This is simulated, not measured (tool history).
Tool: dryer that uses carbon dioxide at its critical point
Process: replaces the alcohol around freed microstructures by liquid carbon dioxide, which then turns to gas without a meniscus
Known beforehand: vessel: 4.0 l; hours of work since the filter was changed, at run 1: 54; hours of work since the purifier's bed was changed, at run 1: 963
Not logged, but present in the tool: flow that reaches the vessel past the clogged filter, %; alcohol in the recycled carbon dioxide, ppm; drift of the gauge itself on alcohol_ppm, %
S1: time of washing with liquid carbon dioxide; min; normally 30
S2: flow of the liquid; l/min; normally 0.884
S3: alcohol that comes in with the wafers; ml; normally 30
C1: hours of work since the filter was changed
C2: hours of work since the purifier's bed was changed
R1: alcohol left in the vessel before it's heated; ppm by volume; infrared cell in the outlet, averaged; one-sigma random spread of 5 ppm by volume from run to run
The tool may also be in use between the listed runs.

| run | hour | S1 | S2 | S3 | C1 | C2 | R1 |
|---|---|---|---|---|---|---|---|
| 1 | 0 | 30 | 0.884 | 30 | 54 | 963 | 205 |
| 2 | 61.5 | 30 | 0.884 | 30 | 75 | 983 | 211 |
| 3 | 103 | 30 | 0.567 | 30 | 89 | 997 | 416 |
| 4 | 166.4 | 30 | 0.567 | 30 | 110 | 1019 | 417 |
| 5 | 232.7 | 30 | 1.06 | 30 | 132 | 1041 | 198 |
| 6 | 296.9 | 30 | 1.06 | 30 | 154 | 1062 | 206 |
| 7 | 358.1 | 30 | 1.06 | 53 | 174 | 1083 | 218 |
| 8 | 408.8 | 30 | 1.06 | 53 | 191 | 1100 | 229 |
| 9 | 470.8 | 30 | 1.06 | 53 | 212 | 1120 | 218 |
| 10 | 511.5 | 30 | 1.06 | 53 | 226 | 1134 | 236 |
| 11 | 550.2 | 30 | 1.06 | 53 | 238 | 1147 | 242 |
| 12 | 610.7 | 30 | 1.06 | 53 | 259 | 1167 | 248 |
| 13 | 656.1 | 30 | 0.884 | 30 | 274 | 1182 | 259 |
| 14 | 714.5 | 30 | 0.884 | 24 | 293 | 1202 | 268 |
| 15 | 785 | 30 | 0.884 | 24 | 317 | 1226 | 275 |
|  | 804.6 | inlet filter changed |
| 16 | 844.8 | 30 | 0.884 | 24 | 13 | 1245 | 243 |
| 17 | 898 | 30 | 0.884 | 24 | 31 | 1263 | 250 |
| 18 | 959 | 30 | 0.884 | 81 | 52 | 1284 | 310 |
| 19 | 994.2 | 30 | 0.884 | 81 | 63 | 1295 | 324 |
| 20 | 1026.3 | 30 | 0.884 | 81 | 74 | 1306 | 332 |
| 21 | 1089.3 | 30 | 0.884 | 30 | 95 | 1327 | 279 |
| 22 | 1148.8 | 30 | 0.884 | 30 | 115 | 1347 | 278 |
| 23 | 1199.2 | 30 | 1.144 | 81 | 132 | 1364 | 272 |
|  | 1214.8 | purifier's bed changed |
| 24 | 1269.1 | 30 | 1.144 | 81 | 154 | 18 | 35 |
| 25 | 1303.9 | 30 | 1.144 | 81 | 166 | 30 | 26 |
| 26 | 1351.4 | 30 | 1.144 | 81 | 182 | 46 | 44 |
| 27 | 1419.4 | 28 | 0.884 | 37 | 205 | 69 | 86 |
| 28 | 1459.6 | 28 | 0.884 | 45 | 218 | 82 | 109 |
| 29 | 1503.9 | 39 | 0.884 | 30 | 233 | 97 | 36 |
| 30 | 1541 | 30 | 0.697 | 30 | 245 | 109 | 158 |
| 31 | 1591.8 | 30 | 0.697 | 30 | 262 | 126 | 168 |
| 32 | 1635.7 | 27 | 0.884 | 30 | 277 | 141 | 113 |
| 33 | 1685.3 | 18 | 0.884 | 30 | 294 | 157 | 415 |
| 34 | 1749.5 | 18 | 0.884 | 30 | 315 | 179 | 421 |
|  | 1769.9 | inlet filter changed |
| 35 | 1816.2 | 38 | 0.948 | 61 | 15 | 201 | 54 |
| 36 | 1852.4 | 33 | 1.137 | 30 | 28 | 213 | 43 |
| 37 | 1897.7 | 33 | 1.391 | 63 | 43 | 228 | 45 |
| 38 | 1952.2 | 44 | 1.171 | 104 | 61 | 246 | 39 |
| 39 | 2017.2 | 44 | 1.171 | 104 | 83 | 268 | 55 |
| 40 | 2074.1 | 37 | 1.284 | 73 | 102 | 287 | 63 |
| 41 | 2105.8 | 41 | 1.006 | 73 | 112 | 298 | 65 |
| 42 | 2145.7 | 41 | 0.753 | 51 | 126 | 311 | 87 |
| 43 | 2205.1 | 33 | 1.246 | 49 | 146 | 331 | 74 |

Here are 3 independent what-if runs from the current tool condition. What would each one return?
| A | 2237.9 | 35 | 1.094 | 34 | 157 | 342 | ? |
| B | 2237.9 | 33 | 1.123 | 49 | 157 | 342 | ? |
| C | 2237.9 | 18 | 0.884 | 30 | 157 | 342 | ? |

| run | R1 |
|---|---|
| A | 79 |
| B | 74 |
| C | 404 |
With no hidden state in the tool, these same runs would have given:
| run | R1 |
|---|---|
| A | 18 |
| B | 12 |
| C | 282 |
